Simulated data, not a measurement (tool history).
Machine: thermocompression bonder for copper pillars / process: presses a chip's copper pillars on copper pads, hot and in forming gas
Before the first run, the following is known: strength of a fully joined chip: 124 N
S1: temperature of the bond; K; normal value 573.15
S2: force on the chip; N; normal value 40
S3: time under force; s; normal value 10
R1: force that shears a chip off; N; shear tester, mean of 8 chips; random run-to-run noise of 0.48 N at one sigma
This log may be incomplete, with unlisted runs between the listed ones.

Run 1, day 0: usual settings. Result: R1 40.5 N.
Run 2, day 0.462: usual settings. Result: R1 41.3 N.
At day 0.958: forming gas filter changed.
Run 3, day 1.371: usual settings but S2 44 N. Result: R1 47.2 N.
Run 4, day 2.167: usual settings but S2 44 N. Result: R1 46.3 N.
Run 5, day 2.975: usual settings but S2 44 N. Result: R1 46.6 N.
Run 6, day 3.729: usual settings. Result: R1 42.6 N.
Run 7, day 4.712: usual settings. Result: R1 43.1 N.
Run 8, day 5.171: usual settings but S1 581.15 K. Result: R1 47.1 N.
Run 9, day 5.733: usual settings. Result: R1 41.6 N.
Run 10, day 6.233: usual settings. Result: R1 42.1 N.
Run 11, day 6.983: usual settings. Result: R1 41.5 N.
Run 12, day 7.617: usual settings. Result: R1 41.2 N.
Run 13, day 8.162: usual settings. Result: R1 41.4 N.
Run 14, day 8.762: usual settings. Result: R1 40.7 N.
Run 15, day 9.471: usual settings. Result: R1 41.3 N.
Run 16, day 10.312: usual settings. Result: R1 40.4 N.
Run 17, day 10.912: usual settings but S2 39 N. Result: R1 40 N.
Run 18, day 11.521: usual settings but S2 39 N. Result: R1 39.2 N.
At day 11.942: forming gas filter changed.
Run 19, day 12.371: usual settings but S2 39 N. Result: R1 41 N.
Run 20, day 12.888: usual settings but S2 39 N. Result: R1 41.1 N.
Run 21, day 13.683: usual settings but S1 575.15 K, S2 28 N. Result: R1 32.1 N.
Run 22, day 14.362: usual settings but S1 575.15 K, S2 60 N. Result: R1 57.6 N.
Run 23, day 14.829: usual settings but S1 575.15 K, S2 60 N. Result: R1 58.3 N.
Run 24, day 15.812: usual settings but S1 599.15 K, S2 57 N. Result: R1 73.3 N.
Run 25, day 16.8: usual settings but S1 602.15 K, S2 55 N. Result: R1 72.7 N.
Run 26, day 17.658: usual settings but S2 48 N, S3 13 s. Result: R1 53 N.
Run 27, day 18.446: usual settings but S1 588.15 K, S2 34 N, S3 29 s. Result: R1 65.8 N.
Run 28, day 19.033: usual settings but S1 588.15 K, S2 34 N, S3 29 s. Result: R1 64.7 N.
Run 29, day 19.604: usual settings but S1 588.15 K, S2 34 N, S3 29 s. Result: R1 65.1 N.
Run 30, day 20.429: usual settings but S2 50 N, S3 5 s. Result: R1 36.3 N.
Run 31, day 21.375: usual settings but S1 558.15 K, S2 31 N. Result: R1 26 N.
Run 32, day 22.267: usual settings but S1 600.15 K, S2 57 N. Result: R1 70.8 N.
Run 33, day 22.725: usual settings but S1 600.15 K, S2 57 N. Result: R1 70.1 N.
At day 22.938: forming gas filter changed.
Run 34, day 23.483: usual settings but S1 600.15 K, S2 57 N. Result: R1 74.7 N.
Run 35, day 24.025: usual settings but S1 600.15 K, S2 57 N. Result: R1 74.9 N.
Run 36, day 24.588: usual settings but S1 600.15 K, S2 57 N. Result: R1 75 N.
Run 37, day 25.183: usual settings but S1 600.15 K, S2 57 N. Result: R1 74.6 N.
Run 38, day 25.612: usual settings but S1 600.15 K, S2 57 N. Result: R1 74.3 N.
Run 39, day 26.538: usual settings but S1 569.15 K, S2 57 N, S3 6 s. Result: R1 42.4 N.

Consider 4 possible next runs. They are alternatives, not a sequence: every one starts from the tool as it was left by run 39. What does each give?
Run A, day 27.371: usual settings but S2 26 N, S3 28 s. Result: R1 ?.
Run B, day 27.371: usual settings but S1 583.15 K, S2 57 N, S3 6 s. Result: R1 ?.
Run C, day 27.371: usual settings but S1 595.15 K, S2 42 N, S3 19 s. Result: R1 ?.
Run D, day 27.371: usual settings but S1 569.15 K, S2 57 N, S3 13 s. Result: R1 ?.

run    R1
  A  43.4
  B  50.2
  C  71.2
  D  56.1
Take away the tool's hidden state, keep each run's random variation, and the runs would have read:
run    R1
  A    47
  B  54.1
  C  75.8
  D  60.4
